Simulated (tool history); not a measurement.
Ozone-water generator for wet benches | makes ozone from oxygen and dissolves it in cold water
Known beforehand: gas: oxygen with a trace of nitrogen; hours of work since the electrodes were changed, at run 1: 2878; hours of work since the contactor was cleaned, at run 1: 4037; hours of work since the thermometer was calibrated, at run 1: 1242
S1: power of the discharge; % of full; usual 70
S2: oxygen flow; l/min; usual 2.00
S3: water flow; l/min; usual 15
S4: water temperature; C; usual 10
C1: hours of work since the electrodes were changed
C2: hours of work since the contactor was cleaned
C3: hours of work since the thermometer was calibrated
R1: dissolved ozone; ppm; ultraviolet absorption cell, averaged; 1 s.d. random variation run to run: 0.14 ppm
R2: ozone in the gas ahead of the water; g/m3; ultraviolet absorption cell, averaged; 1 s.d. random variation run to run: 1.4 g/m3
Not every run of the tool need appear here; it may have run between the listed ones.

run	hour	S1	S2	S3	S4	C1	C2	C3	R1	R2
1	0.0	70	2.00	15	10	2878	4037	1242	12.8	227.1
2	90.3	83	2.00	15	10	2965	4125	1330	14.9	261.6
3	221.0	83	2.00	15	10	3092	4252	1457	14.5	262.5
4	325.3	83	2.00	15	10	3193	4353	1558	14.6	261.0
5	427.9	70	2.00	15	8	3293	4452	1657	12.6	224.3
6	562.1	70	2.00	15	8	3423	4582	1787	12.6	224.2
# hour 674.0: contactor cleaned
7	691.3	70	2.00	15	8	3544	17	1909	13.5	221.4
8	823.3	70	2.00	15	8	3672	145	2036	13.4	221.0
9	928.2	70	2.00	15	8	3774	246	2138	13.3	221.4
10	1058.6	70	2.00	15	10	3900	373	2265	13.1	217.4
11	1128.1	70	2.00	15	10	3968	440	2332	13.1	216.3
12	1218.8	70	2.00	15	10	4055	528	2420	12.8	215.9
# hour 1226.9: water thermometer calibrated
13	1303.8	70	2.00	15	10	4137	610	75	12.6	214.1
14	1438.7	70	2.00	15	10	4268	741	205	12.8	214.0
15	1575.6	70	2.00	15	10	4401	873	338	12.7	212.0
16	1695.7	70	2.00	12	10	4517	990	454	15.7	210.1
17	1828.5	70	2.00	12	10	4646	1119	583	15.1	209.3

Expected results for the next run?
18	1922.1	48	1.86	15	6	4737	1209	674	?	?

R1: 9.1 ppm
R2: 160.1 g/m3
Had the tool carried no hidden state, the very same run would have given R1 11.0 ppm, R2 188.0 g/m3.
